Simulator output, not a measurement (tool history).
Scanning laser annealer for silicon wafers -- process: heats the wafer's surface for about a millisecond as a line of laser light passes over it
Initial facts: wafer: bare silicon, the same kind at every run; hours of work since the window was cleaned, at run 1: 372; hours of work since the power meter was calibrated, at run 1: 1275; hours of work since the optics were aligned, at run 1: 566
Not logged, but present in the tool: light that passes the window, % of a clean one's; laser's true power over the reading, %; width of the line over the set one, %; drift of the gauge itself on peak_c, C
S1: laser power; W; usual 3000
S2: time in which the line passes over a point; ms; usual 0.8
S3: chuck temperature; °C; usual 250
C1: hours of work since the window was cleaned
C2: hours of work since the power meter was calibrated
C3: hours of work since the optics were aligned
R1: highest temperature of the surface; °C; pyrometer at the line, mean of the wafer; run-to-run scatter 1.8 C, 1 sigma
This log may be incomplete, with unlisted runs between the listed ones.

run    hour    S1     S2   S3   C1    C2   C3    R1
  1       0  3000    0.8  250  372  1275  566  1053
  2    67.2  3000  0.929  250  417  1320  611  1129
  3   137.6  3000  0.929  250  464  1367  658  1123
  4   216.1  3000    0.8  250  516  1419  711  1049
        222  -- window over the wafer cleaned
  5   250.3  3000    0.8  250   19  1441  732  1073
  6   285.5  3000    0.8  250   42  1464  756  1068
  7   331.1  3000    0.8  250   73  1495  787  1068
  8   375.5  3000    0.8  264  103  1524  816  1079
  9   438.2  3000    0.8  264  145  1566  858  1073
 10   504.7  3000    0.8  264  189  1611  903  1073
      536.6  -- optics aligned, line set to its width
 11   552.6  3000    0.8  264  218  1639   11  1088
 12   619.6  3000    0.8  264  262  1684   55  1084
 13   660.8  3000    0.8  264  290  1712   83  1088
 14     700  3000  0.567  264  316  1738  109   940
 15   757.4  3000    0.8  229  355  1776  148  1045
 16   792.6  3000    0.8  229  378  1800  171  1042
 17   845.4  3000    0.8  229  413  1835  206  1041
 18   885.7  3000    0.8  229  440  1862  233  1042
 19   925.5  3000    0.8  229  467  1889  260  1042
 20   967.5  3000    0.8  250  495  1917  288  1059
     1002.3  -- window over the wafer cleaned
 21  1031.8  3018    0.8  250   20  1958  330  1083
 22  1074.3  2853    0.8  235   48  1987  358  1010
 23  1116.1  2853    0.8  235   76  2015  386  1010
 24  1163.2  2853    0.8  235  108  2046  418  1005
     1170.9  -- laser's power meter calibrated
 25    1217  2853    0.8  235  142    31  452  1008
 26    1262  2853    0.8  235  172    61  482  1005
     1284.5  -- laser's power meter calibrated, once more
 27  1323.1  3070    0.8  236  210    26  521  1077
 28  1360.4  3000  0.652  278  235    51  545  1005
 29  1399.7  3198  0.912  250  262    77  572  1199
 30  1452.2  3172    0.8  250  297   112  607  1119
 31  1494.7  2738   0.94  273  325   141  635  1066
 32  1565.5  2738  0.585  220  373   188  683   828
 33  1642.7  3058  0.692  257  424   240  734  1017
 34  1711.2  3056   0.74  274  470   285  780  1061
 35  1761.1  3059   0.74  247  503   319  813  1031
     1788.9  -- window over the wafer cleaned
 36  1836.5  3000  0.591  240   32   368  862   934
 37  1880.1  3000  0.591  240   61   397  892   932
     1930.7  -- optics aligned, line set to its width
 38  1940.8  3000  0.591  240   98   434    7   946
 39  2000.2  3000    0.8  290  138   474   46  1118

Consider 3 possible next runs. They are alternatives, not a sequence: every one starts from the tool as it was left by run 39. What does each give?
  A  2042.7  3000  0.949  235  166  502  75   ?
  B  2042.7  2986  0.608  245  166  502  75   ?
  C  2042.7  2572  0.847  259  166  502  75   ?

run    R1
  A  1147
  B   951
  C   965
Without the tool's hidden state the same runs would have given:
run    R1
  A  1151
  B   954
  C   968
